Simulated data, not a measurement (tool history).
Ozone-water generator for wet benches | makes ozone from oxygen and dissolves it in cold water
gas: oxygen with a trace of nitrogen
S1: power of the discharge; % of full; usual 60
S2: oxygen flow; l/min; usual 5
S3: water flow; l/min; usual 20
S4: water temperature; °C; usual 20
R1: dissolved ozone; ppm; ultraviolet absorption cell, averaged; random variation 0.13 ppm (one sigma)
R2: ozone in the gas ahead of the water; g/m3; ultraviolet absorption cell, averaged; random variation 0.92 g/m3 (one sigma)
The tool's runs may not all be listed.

Run 1, hour 0: usual settings. Result: R1 11.9 ppm, R2 126.4 g/m3.
Run 2, hour 60.8: usual settings but S1 50 % of full. Result: R1 10.5 ppm, R2 110.5 g/m3.
Run 3, hour 145.3: usual settings but S1 50 % of full. Result: R1 10.2 ppm, R2 109.7 g/m3.
Run 4, hour 211.5: usual settings but S1 50 % of full. Result: R1 10.2 ppm, R2 109.8 g/m3.
Run 5, hour 352.6: usual settings but S1 50 % of full. Result: R1 10.2 ppm, R2 109.4 g/m3.
Run 6, hour 427.3: usual settings but S2 5.16 l/min. Result: R1 11.8 ppm, R2 123.3 g/m3.
At hour 493: water thermometer calibrated.
Run 7, hour 494.2: usual settings. Result: R1 11.6 ppm, R2 122.6 g/m3.
Run 8, hour 580.8: usual settings. Result: R1 11.6 ppm, R2 124 g/m3.
Run 9, hour 646.7: usual settings but S3 23 l/min. Result: R1 10.1 ppm, R2 123.4 g/m3.
Run 10, hour 755.1: usual settings but S2 3.06 l/min. Result: R1 9.9 ppm, R2 144.7 g/m3.
Run 11, hour 838.4: usual settings but S1 67 % of full. Result: R1 12 ppm, R2 130.7 g/m3.
Run 12, hour 978.2: usual settings but S4 13 °C. Result: R1 12.4 ppm, R2 120.7 g/m3.
Run 13, hour 1076.3: usual settings but S4 13 °C. Result: R1 12 ppm, R2 120 g/m3.
Run 14, hour 1139.8: usual settings. Result: R1 11.1 ppm, R2 120.3 g/m3.
Run 15, hour 1247.5: usual settings. Result: R1 10.8 ppm, R2 118.5 g/m3.
At hour 1302.3: water thermometer calibrated, once more.
Run 16, hour 1337.8: usual settings but S2 3.32 l/min. Result: R1 9.9 ppm, R2 134 g/m3.
Run 17, hour 1403.6: usual settings but S1 51 % of full, S4 27 °C. Result: R1 8.7 ppm, R2 104.5 g/m3.
Run 18, hour 1478.1: usual settings but S1 41 % of full, S2 6.19 l/min, S3 24 l/min, S4 26 °C. Result: R1 6.7 ppm, R2 83.9 g/m3.
Run 19, hour 1551.9: usual settings but S1 41 % of full, S2 6.19 l/min, S3 24 l/min, S4 26 °C. Result: R1 6.5 ppm, R2 84.1 g/m3.
At hour 1598.3: electrodes of the discharge changed.
Run 20, hour 1680.1: usual settings but S1 41 % of full, S2 6.19 l/min, S3 24 l/min, S4 26 °C. Result: R1 7.9 ppm, R2 99.7 g/m3.
Run 21, hour 1752.5: usual settings but S2 6.3 l/min, S4 13 °C. Result: R1 16.5 ppm, R2 140.5 g/m3.
Run 22, hour 1849.9: usual settings but S1 59 % of full, S2 7.66 l/min, S3 13 l/min, S4 25 °C. Result: R1 18.1 ppm, R2 129.9 g/m3.
Run 23, hour 1936: usual settings but S1 59 % of full, S2 7.66 l/min, S3 13 l/min, S4 25 °C. Result: R1 17.9 ppm, R2 130.1 g/m3.
Run 24, hour 2021: usual settings but S1 58 % of full, S2 5.82 l/min, S4 25 °C. Result: R1 12.9 ppm, R2 140.8 g/m3.
Run 25, hour 2126: usual settings but S2 2.86 l/min, S3 29 l/min. Result: R1 7.9 ppm, R2 180.3 g/m3.
Run 26, hour 2185.5: usual settings but S2 7.33 l/min, S3 18 l/min, S4 12 °C. Result: R1 18.3 ppm, R2 131.6 g/m3.
Run 27, hour 2253.8: usual settings but S2 7.33 l/min, S3 29 l/min, S4 12 °C. Result: R1 11.7 ppm, R2 130.7 g/m3.
Run 28, hour 2343.5: usual settings but S2 7.33 l/min, S3 29 l/min, S4 22 °C. Result: R1 10.1 ppm, R2 129.7 g/m3.
At hour 2410.3: contactor cleaned.
Run 29, hour 2447.3: usual settings but S2 7.33 l/min, S3 29 l/min, S4 22 °C. Result: R1 10.2 ppm, R2 131 g/m3.
Run 30, hour 2565.5: usual settings but S2 3.14 l/min, S3 29 l/min, S4 22 °C. Result: R1 7.9 ppm, R2 172.4 g/m3.

Measured less the same run without the tool's hidden state. The same run-to-run variation is in both; the gauge's scatter may not be:
The hidden state here: yield of the discharge, % of new electrodes'; contactor's efficiency, % of a clean one's; true water temperature over the reading, C; drift of the gauge itself on ozone_ppm, %; drift of the gauge itself on gas_g_m3, %.
run    R1     R2
  1  -2.6  -27.1
  2  -1.9  -19.4
  3  -1.9    -20
  4    -2  -20.3
  5  -2.1  -21.1
  6  -3.1  -30.2
  7  -3.1  -30.9
  8  -3.2  -31.8
  9  -2.8  -32.3
 10  -2.9  -39.1
 11    -4  -40.5
 12  -3.8  -34.9
 13  -3.9  -35.7
 14  -3.6  -36.1
 15  -3.8  -36.9
 16  -3.4  -42.7
 17  -2.5  -27.9
 18  -1.6  -17.2
 19  -1.6  -17.3
 20  -0.3   -0.4
 21  -0.6   -1.4
 22  -0.7   -1.8
 23  -0.7   -2.5
 24  -0.7   -3.2
 25  -0.5   -5.3
 26  -1.1   -4.2
 27  -0.9   -4.6
 28  -0.8   -5.1
 29  -0.5   -5.9
 30  -0.5   -8.6
